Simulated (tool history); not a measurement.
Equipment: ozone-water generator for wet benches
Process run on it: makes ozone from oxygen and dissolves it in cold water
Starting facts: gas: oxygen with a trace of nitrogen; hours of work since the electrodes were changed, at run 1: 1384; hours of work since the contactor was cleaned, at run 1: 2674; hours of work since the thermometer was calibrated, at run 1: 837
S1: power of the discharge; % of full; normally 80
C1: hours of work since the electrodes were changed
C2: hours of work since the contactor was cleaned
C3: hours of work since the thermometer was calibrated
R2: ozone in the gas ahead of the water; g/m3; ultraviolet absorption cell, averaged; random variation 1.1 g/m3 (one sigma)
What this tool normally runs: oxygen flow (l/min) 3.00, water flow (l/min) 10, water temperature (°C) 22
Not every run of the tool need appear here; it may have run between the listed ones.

Run 1, hour 0.0: usual settings; C1 1384; C2 2674; C3 837. Result: dissolved ozone (ppm) 19.9, R2 175.1 g/m3.
Run 2, hour 42.7: usual settings; C1 1418; C2 2709; C3 871. Result: dissolved ozone (ppm) 19.6, R2 175.8 g/m3.
Run 3, hour 64.0: usual settings; C1 1436; C2 2726; C3 889. Result: dissolved ozone (ppm) 19.8, R2 174.1 g/m3.
Run 4, hour 103.7: usual settings; C1 1467; C2 2758; C3 920. Result: dissolved ozone (ppm) 19.8, R2 173.7 g/m3.
Run 5, hour 123.8: usual settings; C1 1484; C2 2774; C3 937. Result: dissolved ozone (ppm) 20.2, R2 174.1 g/m3.
Run 6, hour 145.9: usual settings; C1 1501; C2 2791; C3 954. Result: dissolved ozone (ppm) 19.8, R2 173.9 g/m3.
Run 7, hour 192.9: usual settings; C1 1539; C2 2829; C3 992. Result: dissolved ozone (ppm) 19.5, R2 174.0 g/m3.
Run 8, hour 231.6: usual settings; C1 1570; C2 2860; C3 1023. Result: dissolved ozone (ppm) 19.5, R2 173.4 g/m3.
Run 9, hour 258.2: usual settings; C1 1592; C2 2882; C3 1045. Result: dissolved ozone (ppm) 19.8, R2 173.9 g/m3.
Run 10, hour 290.2: usual settings; C1 1617; C2 2907; C3 1070. Result: dissolved ozone (ppm) 19.5, R2 172.6 g/m3.
At hour 298.2: contactor cleaned.
Run 11, hour 340.3: usual settings; C1 1654; C2 34; C3 1107. Result: dissolved ozone (ppm) 19.3, R2 171.9 g/m3.
Run 12, hour 381.0: usual settings; C1 1687; C2 67; C3 1140. Result: dissolved ozone (ppm) 19.2, R2 168.9 g/m3.
Run 13, hour 401.5: usual settings; C1 1703; C2 83; C3 1156. Result: dissolved ozone (ppm) 19.0, R2 170.6 g/m3.
At hour 421.3: contactor cleaned, once more.
Run 14, hour 436.2: usual settings; C1 1728; C2 12; C3 1181. Result: dissolved ozone (ppm) 20.7, R2 170.3 g/m3.
Run 15, hour 456.2: usual settings; C1 1744; C2 28; C3 1197. Result: dissolved ozone (ppm) 20.6, R2 170.4 g/m3.
Run 16, hour 494.2: usual settings; C1 1775; C2 59; C3 1228. Result: dissolved ozone (ppm) 20.5, R2 170.3 g/m3.
Run 17, hour 530.4: usual settings; C1 1804; C2 88; C3 1257. Result: dissolved ozone (ppm) 20.7, R2 169.5 g/m3.
Run 18, hour 551.4: usual settings but S1 58 % of full, oxygen flow (l/min) 4.37, water flow (l/min) 12, water temperature (°C) 18; C1 1821; C2 104; C3 1274. Result: dissolved ozone (ppm) 14.7, R2 106.9 g/m3.
Run 19, hour 590.7: usual settings but S1 58 % of full, oxygen flow (l/min) 4.37, water temperature (°C) 18; C1 1852; C2 136; C3 1305. Result: dissolved ozone (ppm) 16.4, R2 107.8 g/m3.
Run 20, hour 633.9: usual settings but S1 82 % of full, water flow (l/min) 11; C1 1887; C2 171; C3 1340. Result: dissolved ozone (ppm) 19.5, R2 172.0 g/m3.
Run 21, hour 660.6: usual settings but S1 73 % of full, water flow (l/min) 15; C1 1908; C2 192; C3 1361. Result: dissolved ozone (ppm) 14.6, R2 159.4 g/m3.
Run 22, hour 683.7: usual settings but S1 73 % of full, water flow (l/min) 15; C1 1927; C2 211; C3 1380. Result: dissolved ozone (ppm) 14.5, R2 158.5 g/m3.
Run 23, hour 730.7: usual settings but S1 67 % of full, oxygen flow (l/min) 5.03, water flow (l/min) 8, water temperature (°C) 24; C1 1965; C2 248; C3 1418. Result: dissolved ozone (ppm) 16.7, R2 105.7 g/m3.
Run 24, hour 761.8: usual settings but S1 67 % of full, oxygen flow (l/min) 5.03, water flow (l/min) 8, water temperature (°C) 24; C1 1990; C2 273; C3 1443. Result: dissolved ozone (ppm) 16.7, R2 105.8 g/m3.
Run 25, hour 789.7: usual settings but S1 76 % of full, oxygen flow (l/min) 5.03, water flow (l/min) 11, water temperature (°C) 26; C1 2012; C2 296; C3 1465. Result: dissolved ozone (ppm) 15.1, R2 113.7 g/m3.
Run 26, hour 823.8: usual settings but S1 76 % of full, oxygen flow (l/min) 1.67, water flow (l/min) 11, water temperature (°C) 26; C1 2039; C2 323; C3 1492. Result: dissolved ozone (ppm) 18.9, R2 244.5 g/m3.
Run 27, hour 860.8: usual settings but S1 62 % of full, oxygen flow (l/min) 3.65, water temperature (°C) 15; C1 2069; C2 353; C3 1522. Result: dissolved ozone (ppm) 18.5, R2 126.8 g/m3.
Run 28, hour 890.7: usual settings but S1 62 % of full, oxygen flow (l/min) 3.65, water temperature (°C) 15; C1 2093; C2 377; C3 1546. Result: dissolved ozone (ppm) 18.4, R2 125.1 g/m3.
Run 29, hour 920.7: usual settings but S1 64 % of full, oxygen flow (l/min) 2.08, water temperature (°C) 29; C1 2117; C2 401; C3 1570. Result: dissolved ozone (ppm) 17.1, R2 187.8 g/m3.
Run 30, hour 958.2: usual settings but water flow (l/min) 11, water temperature (°C) 20; C1 2147; C2 431; C3 1600. Result: dissolved ozone (ppm) 19.1, R2 164.7 g/m3.
Run 31, hour 989.5: usual settings but water flow (l/min) 11, water temperature (°C) 20; C1 2173; C2 456; C3 1625. Result: dissolved ozone (ppm) 18.9, R2 166.1 g/m3.
Run 32, hour 1016.8: usual settings but S1 76 % of full, oxygen flow (l/min) 4.95, water flow (l/min) 15, water temperature (°C) 15; C1 2195; C2 478; C3 1647. Result: dissolved ozone (ppm) 14.9, R2 112.2 g/m3.
Run 33, hour 1042.9: usual settings but S1 94 % of full, oxygen flow (l/min) 1.82, water flow (l/min) 12, water temperature (°C) 19; C1 2215; C2 499; C3 1668. Result: dissolved ozone (ppm) 20.8, R2 255.8 g/m3.

The same runs without the tool's hidden state, with the same run-to-run variation:
The hidden state here: yield of the discharge, % of new electrodes'; contactor's efficiency, % of a clean one's; true water temperature over the reading, C; drift of the gauge itself on ozone_ppm, %; drift of the gauge itself on gas_g_m3, %.
run  dissolved ozone (ppm)     R2
  1                   23.1  190.8
  2                   22.8  192.1
  3                   23.1  190.4
  4                   23.2  190.4
  5                   23.6  191.0
  6                   23.2  191.1
  7                   23.0  191.7
  8                   23.0  191.4
  9                   23.4  192.3
 10                   23.1  191.2
 11                   23.3  190.8
 12                   23.2  188.0
 13                   23.1  190.1
 14                   23.2  190.1
 15                   23.1  190.4
 16                   23.1  190.5
 17                   23.4  190.2
 18                   16.3  117.5
 19                   18.2  118.7
 20                   22.2  194.4
 21                   16.5  179.0
 22                   16.5  178.3
 23                   18.9  118.4
 24                   18.9  118.6
 25                   17.3  128.8
 26                   21.7  277.7
 27                   21.0  142.0
 28                   20.9  140.3
 29                   19.5  211.7
 30                   22.3  189.3
 31                   22.1  191.2
 32                   17.4  128.9
 33                   24.8  299.4
